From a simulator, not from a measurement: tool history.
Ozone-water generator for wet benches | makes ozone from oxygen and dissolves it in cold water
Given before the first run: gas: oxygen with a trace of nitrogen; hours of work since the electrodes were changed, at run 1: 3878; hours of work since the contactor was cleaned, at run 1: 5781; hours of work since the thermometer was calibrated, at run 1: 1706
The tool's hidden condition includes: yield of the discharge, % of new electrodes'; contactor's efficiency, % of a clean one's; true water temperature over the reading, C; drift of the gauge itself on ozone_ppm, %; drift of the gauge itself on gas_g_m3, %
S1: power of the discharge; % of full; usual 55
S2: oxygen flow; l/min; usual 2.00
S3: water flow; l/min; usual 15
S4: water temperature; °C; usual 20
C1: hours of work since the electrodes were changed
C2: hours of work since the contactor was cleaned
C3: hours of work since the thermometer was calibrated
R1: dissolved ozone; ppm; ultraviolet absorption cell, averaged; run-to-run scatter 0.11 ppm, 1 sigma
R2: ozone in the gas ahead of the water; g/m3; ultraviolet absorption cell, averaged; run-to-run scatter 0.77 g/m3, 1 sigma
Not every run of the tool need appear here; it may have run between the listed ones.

Run 1, hour 0.0: usual settings; C1 3878; C2 5781; C3 1706. Result: R1 5.9 ppm, R2 105.1 g/m3.
Run 2, hour 83.7: usual settings but S1 52 % of full; C1 3931; C2 5835; C3 1759. Result: R1 5.5 ppm, R2 101.5 g/m3.
Run 3, hour 196.3: usual settings but S1 52 % of full; C1 4003; C2 5907; C3 1831. Result: R1 5.7 ppm, R2 100.4 g/m3.
Run 4, hour 287.6: usual settings; C1 4062; C2 5965; C3 1890. Result: R1 5.8 ppm, R2 105.4 g/m3.
Run 5, hour 412.8: usual settings but S1 61 % of full; C1 4142; C2 6046; C3 1970. Result: R1 6.1 ppm, R2 112.5 g/m3.
Run 6, hour 597.6: usual settings; C1 4260; C2 6164; C3 2088. Result: R1 5.5 ppm, R2 103.6 g/m3.
Run 7, hour 778.6: usual settings; C1 4376; C2 6280; C3 2204. Result: R1 5.6 ppm, R2 103.5 g/m3.
Run 8, hour 960.4: usual settings; C1 4493; C2 6396; C3 2321. Result: R1 5.4 ppm, R2 104.1 g/m3.
Run 9, hour 1083.0: usual settings but S2 1.60 l/min; C1 4571; C2 6475; C3 2399. Result: R1 5.3 ppm, R2 112.1 g/m3.
Run 10, hour 1233.1: usual settings but S2 2.04 l/min, S4 23 °C; C1 4668; C2 6571; C3 2496. Result: R1 5.6 ppm, R2 102.2 g/m3.
At hour 1244.8: water thermometer calibrated.
Run 11, hour 1420.5: usual settings but S3 10 l/min, S4 19 °C; C1 4787; C2 6691; C3 113. Result: R1 8.2 ppm, R2 103.1 g/m3.
Run 12, hour 1576.6: usual settings but S3 10 l/min, S4 19 °C; C1 4887; C2 6791; C3 213. Result: R1 8.4 ppm, R2 101.7 g/m3.
At hour 1639.7: water thermometer calibrated, once more.
Run 13, hour 1698.6: usual settings but S1 73 % of full, S3 10 l/min, S4 19 °C; C1 4965; C2 6869; C3 38. Result: R1 10.2 ppm, R2 123.7 g/m3.
Run 14, hour 1859.3: usual settings but S1 73 % of full, S3 10 l/min, S4 19 °C; C1 5068; C2 6972; C3 141. Result: R1 10.2 ppm, R2 122.1 g/m3.
Run 15, hour 2017.4: usual settings but S1 65 % of full, S2 2.24 l/min, S3 17 l/min, S4 21 °C; C1 5169; C2 7073; C3 242. Result: R1 5.5 ppm, R2 109.9 g/m3.

Here are 3 independent what-if runs from the current tool condition. What would each one return?
Run A, hour 2138.8: usual settings but S1 74 % of full; C1 5247; C2 7151; C3 320. Result: R1 ?, R2 ?.
Run B, hour 2138.8: usual settings but S1 64 % of full, S2 2.24 l/min, S3 17 l/min; C1 5247; C2 7151; C3 320. Result: R1 ?, R2 ?.
Run C, hour 2138.8: usual settings but S4 16 °C; C1 5247; C2 7151; C3 320. Result: R1 ?, R2 ?.

run   R1     R2
  A  6.5  124.3
  B  5.5  108.9
  C  5.6  101.6
Without the tool's unlogged condition, the same runs would have read:
run   R1     R2
  A  8.6  149.2
  B  7.1  128.2
  C  7.2  117.3

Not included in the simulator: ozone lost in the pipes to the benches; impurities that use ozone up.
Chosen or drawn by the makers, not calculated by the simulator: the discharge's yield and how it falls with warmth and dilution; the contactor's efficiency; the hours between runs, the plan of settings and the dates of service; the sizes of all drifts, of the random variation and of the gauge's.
